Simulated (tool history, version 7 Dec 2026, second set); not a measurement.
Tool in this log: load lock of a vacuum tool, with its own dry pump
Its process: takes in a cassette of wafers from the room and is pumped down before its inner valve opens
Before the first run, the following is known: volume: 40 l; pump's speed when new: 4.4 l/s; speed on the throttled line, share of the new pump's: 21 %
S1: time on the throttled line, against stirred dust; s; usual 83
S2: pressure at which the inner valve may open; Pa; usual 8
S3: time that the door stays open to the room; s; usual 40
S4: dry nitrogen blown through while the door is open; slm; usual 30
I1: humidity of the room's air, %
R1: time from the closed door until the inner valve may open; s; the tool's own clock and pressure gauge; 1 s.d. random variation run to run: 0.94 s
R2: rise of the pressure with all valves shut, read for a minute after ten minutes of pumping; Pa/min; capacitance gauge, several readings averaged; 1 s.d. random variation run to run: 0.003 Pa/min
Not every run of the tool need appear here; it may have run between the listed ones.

| run | hour | S1 | S2 | S3 | S4 | I1 | R1 | R2 |
|---|---|---|---|---|---|---|---|---|
| 1 | 0.0 | 83 | 8 | 40 | 30 | 43.9 | 151.4 | 0.012 |
| 2 | 89.5 | 83 | 8 | 40 | 30 | 47.8 | 152.3 | 0.009 |
| 3 | 179.3 | 83 | 8 | 40 | 13 | 49.1 | 153.4 | 0.028 |
| 4 | 244.3 | 83 | 8 | 40 | 13 | 44.1 | 152.7 | 0.026 |
| 5 | 308.6 | 83 | 8 | 40 | 13 | 43.1 | 152.8 | 0.026 |
| 6 | 370.6 | 83 | 8 | 40 | 13 | 46.0 | 152.1 | 0.025 |
| 7 | 449.7 | 83 | 8 | 71 | 30 | 47.6 | 151.7 | 0.025 |
| 8 | 531.5 | 83 | 8 | 71 | 30 | 43.8 | 154.0 | 0.021 |
| 9 | 599.1 | 83 | 8 | 71 | 30 | 46.9 | 153.0 | 0.013 |
| 10 | 672.9 | 83 | 8 | 40 | 30 | 44.7 | 153.3 | 0.021 |
| 11 | 723.0 | 83 | 11 | 40 | 30 | 42.8 | 149.2 | 0.013 |
| 12 | 794.3 | 83 | 11 | 40 | 30 | 45.9 | 150.0 | 0.013 |
| 13 | 876.6 | 83 | 11 | 40 | 30 | 44.3 | 148.8 | 0.021 |
| 14 | 967.3 | 83 | 11 | 40 | 30 | 45.4 | 149.6 | 0.015 |
| 15 | 1027.8 | 55 | 8 | 40 | 30 | 45.8 | 130.6 | 0.013 |
| 16 | 1075.3 | 55 | 8 | 40 | 30 | 45.4 | 131.5 | 0.022 |
| 17 | 1138.4 | 55 | 8 | 40 | 30 | 43.6 | 130.5 | 0.014 |
| 18 | 1198.0 | 55 | 8 | 40 | 30 | 46.9 | 130.9 | 0.016 |
| 19 | 1260.4 | 55 | 8 | 40 | 30 | 46.8 | 130.2 | 0.019 |
| 20 | 1334.7 | 83 | 12 | 40 | 30 | 46.6 | 148.9 | 0.014 |
| 21 | 1400.5 | 94 | 7 | 30 | 30 | 45.1 | 163.3 | 0.017 |
| 22 | 1477.7 | 100 | 8 | 40 | 4 | 45.3 | 165.0 | 0.047 |
| 23 | 1525.8 | 110 | 7 | 58 | 13 | 47.7 | 174.5 | 0.031 |
| 24 | 1606.4 | 110 | 7 | 58 | 13 | 44.8 | 174.2 | 0.028 |
| 25 | 1684.9 | 110 | 7 | 58 | 13 | 44.9 | 174.3 | 0.029 |
| 26 | 1733.5 | 70 | 8 | 32 | 8 | 43.5 | 145.0 | 0.034 |
| 27 | 1808.8 | 147 | 8 | 145 | 8 | 43.5 | 205.4 | 0.051 |
| 28 | 1874.7 | 76 | 8 | 145 | 6 | 45.4 | 145.7 | 0.062 |
| 29 | 1928.5 | 76 | 12 | 145 | 6 | 50.7 | 142.1 | 0.071 |
| 30 | 2006.5 | 83 | 13 | 40 | 30 | 44.5 | 147.2 | 0.012 |
| 31 | 2084.0 | 74 | 8 | 92 | 30 | 41.0 | 146.3 | 0.018 |
| 32 | 2133.0 | 74 | 8 | 92 | 30 | 39.5 | 144.8 | 0.020 |
| 33 | 2189.4 | 157 | 8 | 40 | 11 | 49.3 | 211.4 | 0.035 |
| 34 | 2238.0 | 83 | 8 | 50 | 5 | 43.2 | 151.8 | 0.041 |
| 35 | 2286.2 | 83 | 8 | 120 | 5 | 42.4 | 152.7 | 0.058 |

Here are 4 independent what-if runs from the current tool condition. What would each one return?
| A | 2381.2 | 98 | 8 | 98 | 5 | 44.0 | ? | ? |
| B | 2381.2 | 83 | 10 | 40 | 36 | 45.6 | ? | ? |
| C | 2381.2 | 83 | 14 | 90 | 8 | 42.5 | ? | ? |
| D | 2381.2 | 83 | 13 | 34 | 28 | 47.2 | ? | ? |

| run | R1 | R2 |
|---|---|---|
| A | 165.8 | 0.058 |
| B | 150.5 | 0.006 |
| C | 147.4 | 0.045 |
| D | 148.3 | 0.018 |
The same runs, with their run-to-run variation unchanged, on a tool lacking any hidden condition would have given:
| run | R1 | R2 |
|---|---|---|
| A | 165.7 | 0.058 |
| B | 150.4 | 0.006 |
| C | 147.3 | 0.045 |
| D | 148.2 | 0.018 |

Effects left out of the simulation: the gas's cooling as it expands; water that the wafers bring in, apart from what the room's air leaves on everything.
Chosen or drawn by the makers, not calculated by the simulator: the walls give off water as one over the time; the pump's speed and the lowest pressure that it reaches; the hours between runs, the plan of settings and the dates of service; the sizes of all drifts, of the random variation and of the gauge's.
